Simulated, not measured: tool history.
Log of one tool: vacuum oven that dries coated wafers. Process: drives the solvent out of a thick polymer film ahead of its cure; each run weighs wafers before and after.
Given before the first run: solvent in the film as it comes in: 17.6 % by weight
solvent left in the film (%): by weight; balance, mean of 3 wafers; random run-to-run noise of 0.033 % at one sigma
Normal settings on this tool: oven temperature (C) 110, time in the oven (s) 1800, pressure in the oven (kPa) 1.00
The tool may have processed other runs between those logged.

run   hour  oven temperature (C)  time in the oven (s)  pressure in the oven (kPa)  solvent left in the film (%)
  1    0.0                   110                  1800                        1.00                          2.04
  2   12.2                   110                  1800                        2.29                          3.22
  3   26.4                   110                  1800                        2.29                          3.25
  4   34.1                   110                  1800                        0.77                          1.74
  5   42.8                   110                  1800                        1.00                          2.00
  6   57.6                   110                  1800                        1.00                          2.01
  7   66.1                   110                  1800                        1.00                          2.05
      69.1  -- oven's thermocouples calibrated
  8   82.3                   110                  1800                        1.00                          2.18
  9   89.1                   122                  1260                        0.69                          1.38
 10   99.3                   115                  2700                        0.67                          0.81
 11  107.4                   115                  2700                        0.67                          0.76
 12  115.0                   110                  1380                        3.65                          5.47
 13  126.4                   113                  1380                        3.65                          4.71
 14  133.0                   107                  1020                        0.99                          4.82
 15  144.4                   122                  1800                        0.97                          0.96

Branching from run 15: 3 alternative next runs. What would each branch give?
     155.2  -- oven's thermocouples calibrated, once more
  A  155.2                   110                  1980                        0.89                             ?
     155.2  -- oven's thermocouples calibrated, once more
  B  155.2                   110                  1500                        1.00                             ?
     155.2  -- oven's thermocouples calibrated, once more
  C  155.2                    96                  3120                        0.92                             ?

run  solvent left in the film (%)
  A                          1.53
  B                          2.31
  C                          2.40
Stripped of hidden state, with their random variation kept, the same runs would have yielded:
run  solvent left in the film (%)
  A                          1.46
  B                          2.25
  C                          2.27
